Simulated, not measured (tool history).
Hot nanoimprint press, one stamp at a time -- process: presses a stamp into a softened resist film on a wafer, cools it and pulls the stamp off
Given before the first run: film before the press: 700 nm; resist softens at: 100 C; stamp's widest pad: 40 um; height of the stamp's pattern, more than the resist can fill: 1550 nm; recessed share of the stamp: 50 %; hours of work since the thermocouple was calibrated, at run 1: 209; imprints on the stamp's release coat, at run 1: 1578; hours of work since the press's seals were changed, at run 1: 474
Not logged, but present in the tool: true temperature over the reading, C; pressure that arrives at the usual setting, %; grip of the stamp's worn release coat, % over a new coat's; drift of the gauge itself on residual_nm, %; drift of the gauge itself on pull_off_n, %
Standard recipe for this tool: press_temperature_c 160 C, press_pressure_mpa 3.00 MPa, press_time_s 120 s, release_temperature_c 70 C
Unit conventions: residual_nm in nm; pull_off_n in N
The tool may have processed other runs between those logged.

| run | hour | press_temperature_c | press_pressure_mpa | press_time_s | release_temperature_c | hours of work since the thermocouple was calibrated | imprints on the stamp's release coat | hours of work since the press's seals were changed | residual_nm | pull_off_n |
|---|---|---|---|---|---|---|---|---|---|---|
| 1 | 0.0 | 160 | 3.00 | 120 | 70 | 209 | 1578 | 474 | 417.6 | 211 |
| 2 | 19.2 | 160 | 3.00 | 117 | 70 | 223 | 1670 | 488 | 422.0 | 213 |
| 3 | 61.5 | 160 | 3.00 | 117 | 70 | 255 | 1873 | 520 | 424.9 | 217 |
| 4 | 80.9 | 160 | 3.00 | 120 | 70 | 269 | 1966 | 534 | 423.8 | 230 |
|  | 89.0 | stamp cleaned and given a new release coat |
| 5 | 132.3 | 160 | 3.00 | 120 | 70 | 303 | 207 | 568 | 424.4 | 171 |
|  | 162.8 | plate thermocouple calibrated |
| 6 | 171.6 | 160 | 4.12 | 120 | 70 | 7 | 382 | 595 | 344.6 | 164 |
| 7 | 215.9 | 160 | 4.12 | 120 | 70 | 39 | 594 | 627 | 348.3 | 176 |
| 8 | 237.7 | 160 | 4.12 | 120 | 70 | 55 | 698 | 643 | 349.1 | 174 |
| 9 | 256.4 | 160 | 3.00 | 120 | 70 | 69 | 788 | 657 | 409.5 | 183 |
|  | 305.6 | press's hydraulic seals changed and the load cell set to zero |
| 10 | 306.7 | 152 | 3.00 | 120 | 70 | 101 | 991 | 1 | 527.2 | 191 |
| 11 | 341.9 | 163 | 3.00 | 120 | 70 | 127 | 1160 | 27 | 362.5 | 199 |
| 12 | 374.5 | 163 | 3.00 | 120 | 70 | 151 | 1316 | 51 | 364.3 | 201 |
| 13 | 413.3 | 160 | 3.00 | 120 | 70 | 179 | 1502 | 80 | 408.9 | 198 |
| 14 | 437.0 | 160 | 3.00 | 228 | 70 | 197 | 1616 | 97 | 339.0 | 211 |
| 15 | 470.9 | 160 | 3.00 | 120 | 70 | 222 | 1778 | 122 | 411.9 | 228 |
| 16 | 495.0 | 160 | 3.00 | 120 | 70 | 240 | 1894 | 140 | 414.2 | 226 |
|  | 518.2 | stamp cleaned and given a new release coat |
| 17 | 540.0 | 160 | 2.16 | 120 | 69 | 269 | 104 | 169 | 478.0 | 169 |
| 18 | 564.1 | 160 | 2.16 | 120 | 69 | 286 | 220 | 187 | 482.0 | 165 |
| 19 | 605.4 | 160 | 2.16 | 120 | 69 | 317 | 418 | 217 | 482.6 | 184 |
|  | 615.2 | plate thermocouple calibrated |
| 20 | 631.3 | 160 | 2.16 | 224 | 69 | 12 | 528 | 234 | 397.8 | 186 |
| 21 | 664.2 | 160 | 3.00 | 171 | 57 | 36 | 685 | 259 | 367.5 | 220 |

Estimate the outcome of run 22 from the log above:
| 22 | 702.0 | 152 | 3.51 | 89 | 70 | 64 | 866 | 287 | ? | ? |

For run 22 the tool returned residual_nm 532.1 nm, pull_off_n 185 N.
Take away the tool's hidden state, keep the run-to-run variation as it was, and the same run would have given residual_nm 520.9 nm, pull_off_n 157 N.
